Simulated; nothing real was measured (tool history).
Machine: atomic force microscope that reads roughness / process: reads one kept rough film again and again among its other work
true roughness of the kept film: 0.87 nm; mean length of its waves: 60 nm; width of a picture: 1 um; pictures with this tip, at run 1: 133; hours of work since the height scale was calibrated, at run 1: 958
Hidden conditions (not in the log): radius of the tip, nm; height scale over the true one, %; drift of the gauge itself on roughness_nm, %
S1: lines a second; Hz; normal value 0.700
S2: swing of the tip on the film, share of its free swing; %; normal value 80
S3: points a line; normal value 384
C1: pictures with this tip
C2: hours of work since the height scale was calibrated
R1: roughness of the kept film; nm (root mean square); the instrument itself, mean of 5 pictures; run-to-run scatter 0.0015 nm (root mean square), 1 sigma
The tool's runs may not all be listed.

run    hour     S1  S2   S3   C1    C2     R1
  1     0.0  0.700  80  384  133   958  0.811
  2    38.4  0.700  80  384  204   986  0.810
  3    65.1  0.700  80  384  254  1005  0.807
  4    92.6  1.673  80  384  305  1025  0.737
  5   123.2  2.150  80  384  362  1048  0.710
      136.1  -- new tip fitted
  6   152.4  0.700  72  384   30  1069  0.834
  7   175.2  0.700  72  384   72  1085  0.832
  8   195.9  0.700  72  992  111  1100  0.830
  9   238.3  0.700  74  384  190  1131  0.825
 10   277.9  0.700  74  384  263  1160  0.822
 11   315.1  0.700  81  384  332  1187  0.804
      343.3  -- new tip fitted
 12   343.4  0.700  80  740    0  1208  0.819
 13   384.6  0.700  80  740   77  1238  0.814
 14   424.7  0.700  80  740  151  1267  0.814
 15   453.7  0.700  80  846  205  1288  0.812
 16   482.3  0.700  80  846  258  1309  0.809
 17   507.3  0.700  80  846  305  1327  0.807
 18   536.8  0.700  80  846  360  1349  0.808
      551.1  -- new tip fitted
 19   561.1  1.520  80  384   19  1366  0.760
 20   600.2  1.520  80  384   92  1395  0.758
 21   629.1  1.520  80  384  145  1416  0.758
 22   668.9  0.700  80  384  219  1445  0.810
 23   703.8  0.700  80  384  284  1470  0.810
 24   728.5  0.700  80  384  330  1488  0.803
      756.8  -- new tip fitted
 25   771.3  0.700  80  384   27  1519  0.820
 26   797.1  0.700  74  384   75  1538  0.829
 27   826.0  0.700  74  384  128  1559  0.831
 28   860.4  0.700  74  384  193  1584  0.827
 29   885.1  0.700  74  384  238  1602  0.826
 30   927.0  0.700  74  384  316  1633  0.820
 31   959.0  0.700  74  384  376  1656  0.821
      964.3  -- new tip fitted
 32   978.6  0.700  74  384   26  1670  0.836
 33  1003.4  0.701  69  539   72  1688  0.843
 34  1035.4  0.701  69  539  132  1712  0.838
     1040.4  -- height scale calibrated on a step standard
 35  1071.3  1.902  69  356  197    23  0.777
 36  1100.4  0.523  69  356  251    44  0.832
 37  1118.7  0.546  80  557  285    57  0.810
 38  1154.3  3.307  86  696  351    83  0.597
     1173.5  -- new tip fitted
 39  1190.9  2.237  84  696   32   109  0.682
 40  1222.9  2.237  80  260   92   133  0.702
 41  1247.7  0.920  80  901  138   151  0.788
 42  1280.4  1.053  57  291  199   175  0.833
 43  1307.6  0.579  86  316  249   195  0.795
 44  1343.9  0.910  57  662  317   221  0.833
 45  1362.5  0.968  65  358  351   235  0.822
     1381.0  -- new tip fitted
 46  1401.3  0.968  65  358   37   263  0.830
 47  1429.7  0.760  65  358   90   283  0.836
 48  1464.6  0.760  65  358  155   309  0.834
 49  1494.8  0.664  74  857  211   331  0.821
 50  1530.9  0.845  80  553  278   357  0.790
 51  1548.9  0.700  72  387  312   370  0.815
 52  1585.6  0.773  72  336  380   397  0.811
     1588.0  -- new tip fitted
 53  1607.6  0.700  69  384   36   413  0.835

Below are 4 alternative next runs, each starting from the tool's condition after run 53. Predict each:
  A  1634.0  0.700  69  384  85  432   ?
  B  1634.0  0.700  87  384  85  432   ?
  C  1634.0  0.895  62  326  85  432   ?
  D  1634.0  2.527  79  384  85  432   ?

run     R1
  A  0.833
  B  0.789
  C  0.837
  D  0.701
Without the tool's hidden state the same runs would have given:
run     R1
  A  0.833
  B  0.790
  C  0.838
  D  0.701
